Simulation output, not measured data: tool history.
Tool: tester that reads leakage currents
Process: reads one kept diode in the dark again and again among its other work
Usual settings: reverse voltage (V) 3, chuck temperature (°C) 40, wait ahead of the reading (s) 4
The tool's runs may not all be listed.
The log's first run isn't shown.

run	day	reverse voltage (V)	chuck temperature (°C)	wait ahead of the reading (s)	hours of work since the probe card was cleaned	hours of work since the tester was calibrated	hours of work since the chuck was calibrated	current that the tester gives (pA)
2	5.188	3	40	4	962	766	172	594.63
3	11.492	3	40	4	1077	881	287	590.63
4	15.833	3	40	4	1156	960	366	591.36
5	23.412	3	40	4	1294	1098	505	592.91
6	32.162	3	40	4	1453	1258	664	585.5
7	41.188	3	40	4	1618	1422	828	583.48
8	49.208	3	40	4	1764	1568	975	582.08
9	56.979	3	24	4	1906	1710	1116	148.35
10	63.279	3	40	2.28	2021	1825	1231	575.51
11	67.962	3	40	2.28	2106	1910	1316	569.9
12	73.025	3	40	2.28	2198	2002	1409	572.53
# day 77.321: chuck's temperature calibrated
13	77.342	3	40	2.28	2275	2080	0	605.4
# day 79.838: probe card cleaned and baked
14	82.033	3	40	0.6	40	2163	84	597.79
15	87.038	3	56	0.6	131	2254	175	2062.45
16	94.783	3	56	0.6	272	2395	316	2044.27
17	100.55	3	40	4	378	2500	421	593.62
18	109.125	3	40	1.03	534	2657	577	589.3
19	114.767	3	40	1.03	637	2759	680	586.97
20	119.317	3.95	43	4.45	720	2842	763	814.45
21	126.983	3.95	43	4.45	859	2982	903	806.04
22	134.429	3.95	43	4.45	995	3118	1039	801.83

Run 23 comes next. What will it give?
23	141.729	5.53	38	0.78	1128	3251	1172	?

{"run 23": {"current that the tester gives (pA)": 593.9}}
Without the tool's hidden state the same run would have given current that the tester gives (pA) 618.86.
